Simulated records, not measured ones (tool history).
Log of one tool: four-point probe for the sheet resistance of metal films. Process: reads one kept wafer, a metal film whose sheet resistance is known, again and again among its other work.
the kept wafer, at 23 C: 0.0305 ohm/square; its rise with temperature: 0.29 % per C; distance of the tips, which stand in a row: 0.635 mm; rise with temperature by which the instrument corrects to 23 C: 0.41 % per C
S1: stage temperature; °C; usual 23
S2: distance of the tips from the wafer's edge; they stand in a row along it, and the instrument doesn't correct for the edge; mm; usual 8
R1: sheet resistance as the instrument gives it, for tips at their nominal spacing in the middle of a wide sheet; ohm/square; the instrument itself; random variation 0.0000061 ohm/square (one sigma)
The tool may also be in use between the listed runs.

{"run": 1, "hour": 0.0, "S1": 23, "S2": 8, "R1": 0.030708}
{"run": 2, "hour": 37.0, "S1": 23, "S2": 10, "R1": 0.030681}
{"run": 3, "hour": 54.3, "S1": 23, "S2": 12, "R1": 0.030651}
{"run": 4, "hour": 83.1, "S1": 23, "S2": 12, "R1": 0.030653}
{"run": 5, "hour": 101.7, "S1": 22, "S2": 8, "R1": 0.030759}
{"run": 6, "hour": 132.3, "S1": 22, "S2": 8, "R1": 0.030767}
{"run": 7, "hour": 161.0, "S1": 23, "S2": 3, "R1": 0.03134}
{"run": 8, "hour": 189.7, "S1": 23, "S2": 3, "R1": 0.031349}
{"run": 9, "hour": 218.2, "S1": 23, "S2": 8, "R1": 0.030735}
{"run": 10, "hour": 252.5, "S1": 23, "S2": 8, "R1": 0.030728}
{"run": 11, "hour": 276.0, "S1": 23, "S2": 8, "R1": 0.030722}
{"run": 12, "hour": 311.8, "S1": 23, "S2": 8, "R1": 0.03073}
{"run": 13, "hour": 338.8, "S1": 25, "S2": 8, "R1": 0.030673}
{"hour": 342.8, "done": "stage's thermometer calibrated"}
{"run": 14, "hour": 376.6, "S1": 23, "S2": 68, "R1": 0.030653}
{"hour": 399.4, "done": "stage's thermometer calibrated, once more"}
{"run": 15, "hour": 415.7, "S1": 23, "S2": 68, "R1": 0.03059}
{"run": 16, "hour": 442.1, "S1": 29, "S2": 59, "R1": 0.030376}
{"run": 17, "hour": 460.8, "S1": 29, "S2": 42, "R1": 0.030388}
{"run": 18, "hour": 488.8, "S1": 29, "S2": 42, "R1": 0.030387}
{"run": 19, "hour": 529.0, "S1": 28, "S2": 21, "R1": 0.03044}
{"run": 20, "hour": 561.2, "S1": 19, "S2": 28, "R1": 0.030763}
{"run": 21, "hour": 600.1, "S1": 21, "S2": 5, "R1": 0.030955}
{"run": 22, "hour": 629.4, "S1": 21, "S2": 5, "R1": 0.030963}
{"run": 23, "hour": 652.7, "S1": 21, "S2": 5, "R1": 0.030961}
{"run": 24, "hour": 669.3, "S1": 23, "S2": 7, "R1": 0.030758}
{"run": 25, "hour": 690.0, "S1": 21, "S2": 22, "R1": 0.030706}
{"run": 26, "hour": 708.9, "S1": 19, "S2": 17, "R1": 0.030803}
{"run": 27, "hour": 740.5, "S1": 19, "S2": 17, "R1": 0.030805}
{"run": 28, "hour": 773.8, "S1": 19, "S2": 17, "R1": 0.03081}
{"run": 29, "hour": 808.4, "S1": 29, "S2": 16, "R1": 0.030442}

The same runs without the tool's hidden state, with the same run-to-run variation:
The hidden state here: inner tips' distance over the nominal, %; tips' flats over new ones', %; wafer's true temperature over the reading, C; drift of the gauge itself on sheet_ohm, %.
run=1 R1=0.030603
run=2 R1=0.030573
run=3 R1=0.030541
run=4 R1=0.030541
run=5 R1=0.030644
run=6 R1=0.030648
run=7 R1=0.031217
run=8 R1=0.031223
run=9 R1=0.030608
run=10 R1=0.030598
run=11 R1=0.030589
run=12 R1=0.030594
run=13 R1=0.030535
run=14 R1=0.030505
run=15 R1=0.030497
run=16 R1=0.030281
run=17 R1=0.030292
run=18 R1=0.030287
run=19 R1=0.030336
run=20 R1=0.030655
run=21 R1=0.030842
run=22 R1=0.030847
run=23 R1=0.030843
run=24 R1=0.030639
run=25 R1=0.030585
run=26 R1=0.03068
run=27 R1=0.030678
run=28 R1=0.03068
run=29 R1=0.030311

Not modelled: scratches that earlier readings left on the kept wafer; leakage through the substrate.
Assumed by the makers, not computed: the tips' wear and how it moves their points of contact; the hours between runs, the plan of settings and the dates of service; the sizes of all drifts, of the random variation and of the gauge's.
